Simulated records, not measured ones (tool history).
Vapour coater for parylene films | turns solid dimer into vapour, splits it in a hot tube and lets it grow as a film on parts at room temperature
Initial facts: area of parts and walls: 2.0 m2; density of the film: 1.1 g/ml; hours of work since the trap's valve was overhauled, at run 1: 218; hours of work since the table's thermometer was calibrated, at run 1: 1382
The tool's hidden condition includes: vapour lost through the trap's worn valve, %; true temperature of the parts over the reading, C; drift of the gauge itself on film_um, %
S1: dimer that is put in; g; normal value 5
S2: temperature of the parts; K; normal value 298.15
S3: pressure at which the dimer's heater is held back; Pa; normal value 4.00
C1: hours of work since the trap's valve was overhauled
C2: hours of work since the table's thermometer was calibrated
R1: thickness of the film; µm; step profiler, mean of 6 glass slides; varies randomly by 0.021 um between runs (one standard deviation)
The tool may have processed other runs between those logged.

run    hour  S1      S2    S3   C1    C2    R1
  1     0.0   5  298.15  4.00  218  1382  1.36
       24.4  -- trap's valve overhauled
  2    53.1   5  298.15  4.00   17  1411  1.52
  3    98.5   5  298.15  4.00   45  1439  1.53
  4   172.1   5  303.15  4.00   89  1484  1.28
  5   218.6   5  303.15  4.00  118  1512  1.24
  6   263.9   2  298.15  4.00  145  1539  0.58
  7   301.8   5  291.15  4.00  168  1562  1.70
  8   341.7   5  291.15  4.00  192  1586  1.67
      408.4  -- trap's valve overhauled
  9   427.1   5  291.15  4.00   11  1636  1.87
 10   483.3   5  298.15  4.00   45  1670  1.51
 11   529.7   5  298.15  4.00   73  1698  1.46
 12   572.1   5  298.15  4.00   99  1724  1.47
 13   640.4   5  298.15  4.00  141  1765  1.44
 14   684.1   5  298.15  6.66  167  1791  1.30
 15   719.9   5  298.15  6.66  189  1813  1.32
      790.0  -- trap's valve overhauled
 16   790.0   4  298.15  4.00    0  1853  1.23
      795.0  -- table's thermometer calibrated
 17   858.8   5  298.15  5.26   41    39  1.49
 18   927.1   5  298.15  4.00   82    80  1.52
 19  1000.2   5  298.15  4.00  127   124  1.50
 20  1061.7   5  298.15  4.00  164   162  1.48
 21  1113.9   5  298.15  4.00  196   193  1.37
     1152.8  -- table's thermometer calibrated, once more
     1171.7  -- trap's valve overhauled
 22  1171.7   5  298.15  4.00    0     9  1.50
 23  1225.6   5  298.15  4.00   33    42  1.50

Run 24 has not been measured yet. What should we expect?
 24  1268.8   5  298.15  3.11  59  68   ?

{"run 24": {"R1": 1.56}}
With the hidden condition absent and the run-to-run variation left alone, this run would have shown R1 1.61 µm.
